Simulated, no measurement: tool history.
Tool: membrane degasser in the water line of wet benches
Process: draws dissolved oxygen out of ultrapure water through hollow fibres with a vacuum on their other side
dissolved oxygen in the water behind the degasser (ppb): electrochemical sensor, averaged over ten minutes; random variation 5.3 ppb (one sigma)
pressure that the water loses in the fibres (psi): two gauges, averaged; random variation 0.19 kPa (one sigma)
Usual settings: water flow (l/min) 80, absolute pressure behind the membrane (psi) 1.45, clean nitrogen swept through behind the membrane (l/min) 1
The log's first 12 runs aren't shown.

run    hour  water flow (l/min)  absolute pressure behind the membrane (psi)  clean nitrogen swept through behind the membrane (l/min)  hours since the membrane was changed  hours since the vacuum gauge was calibrated  hours since the vacuum lines were made tight  dissolved oxygen in the water behind the degasser (ppb)  pressure that the water loses in the fibres (psi)
 13  2366.4                  80                                         1.45                                                         1                                  8712                                         5614                                          8466                                                   1052.8                                              5.385
 14  2609.5                  80                                         1.45                                                         1                                  8955                                         5857                                          8709                                                   1049.3                                              5.366
 15  2747.8                  80                                         1.45                                                         1                                  9093                                         5995                                          8847                                                   1049.2                                              5.326
 16  2921.4                  80                                         1.45                                                         1                                  9267                                         6169                                          9021                                                   1047.4                                              5.303
 17  3165.4                  80                                         1.45                                                         1                                  9511                                         6413                                          9265                                                   1044.8                                              5.313
 18  3323.9                 116                                         1.45                                                      0.84                                  9670                                         6571                                          9423                                                   1667.6                                              7.735
 19  3546.6                  87                                         2.39                                                      0.82                                  9892                                         6794                                          9646                                                   2015.3                                              5.757
 20    3744                  87                                         0.88                                                      0.82                                 10090                                         6991                                          9843                                                    739.2                                              5.784
 21  3978.1                  87                                         0.88                                                      0.82                                 10324                                         7226                                         10077                                                    733.1                                              5.819
 22  4230.6                  76                                          2.2                                                      2.85                                 10576                                         7478                                         10330                                                    818.3                                              5.108
 23    4443                 116                                         1.07                                                      1.76                                 10789                                         7690                                         10542                                                   1055.3                                              7.731
 24  4574.8                 116                                         1.07                                                      1.88                                 10920                                         7822                                         10674                                                   1035.2                                              7.742
 25  4688.4                 113                                         1.58                                                         1                                 11034                                         7936                                         10788                                                   1637.7                                              7.507
 26  4868.5                 113                                         1.58                                                         1                                 11214                                         8116                                         10968                                                   1627.1                                              7.545
 27  4985.9                 106                                          3.1                                                      0.43                                 11332                                         8233                                         11085                                                   3685.5                                              7.055
 28  5236.9                 106                                          3.1                                                      0.43                                 11583                                         8484                                         11336                                                   3672.5                                              6.997
     5400.8  -- vacuum gauge calibrated
 29  5437.8                  70                                          0.9                                                      1.09                                 11783                                           37                                         11537                                                    490.7                                              4.657
     5613.8  -- seals of the vacuum lines changed
 30  5691.7                  70                                          0.9                                                      1.09                                 12035                                          289                                            78                                                      484                                              4.637
 31  5942.2                  95                                         0.91                                                       0.5                                 12285                                          539                                           328                                                    997.3                                              6.306
 32  6053.2                  49                                         3.41                                                      1.46                                 12396                                          650                                           439                                                   1260.6                                              3.226
 33  6319.9                  74                                         1.75                                                      1.34                                 12663                                          917                                           706                                                   1003.1                                              4.949

Forecast each of these 3 alternatives for the next run:
  A  6456.8                  80                                         1.45                                                      1.04                                 12800                                         1054                                           843                                                        ?                                                  ?
  B  6456.8                  49                                         1.31                                                      1.16                                 12800                                         1054                                           843                                                        ?                                                  ?
  C  6456.8                  80                                         1.54                                                      0.61                                 12800                                         1054                                           843                                                        ?                                                  ?

run  dissolved oxygen in the water behind the degasser (ppb)  pressure that the water loses in the fibres (psi)
  A                                                     1029                                               5.33
  B                                                    502.4                                              3.274
  C                                                   1419.9                                              5.284
Without the tool's hidden state the same runs would have given:
run  dissolved oxygen in the water behind the degasser (ppb)  pressure that the water loses in the fibres (psi)
  A                                                   1028.3                                              5.326
  B                                                    502.2                                              3.271
  C                                                   1419.2                                              5.278

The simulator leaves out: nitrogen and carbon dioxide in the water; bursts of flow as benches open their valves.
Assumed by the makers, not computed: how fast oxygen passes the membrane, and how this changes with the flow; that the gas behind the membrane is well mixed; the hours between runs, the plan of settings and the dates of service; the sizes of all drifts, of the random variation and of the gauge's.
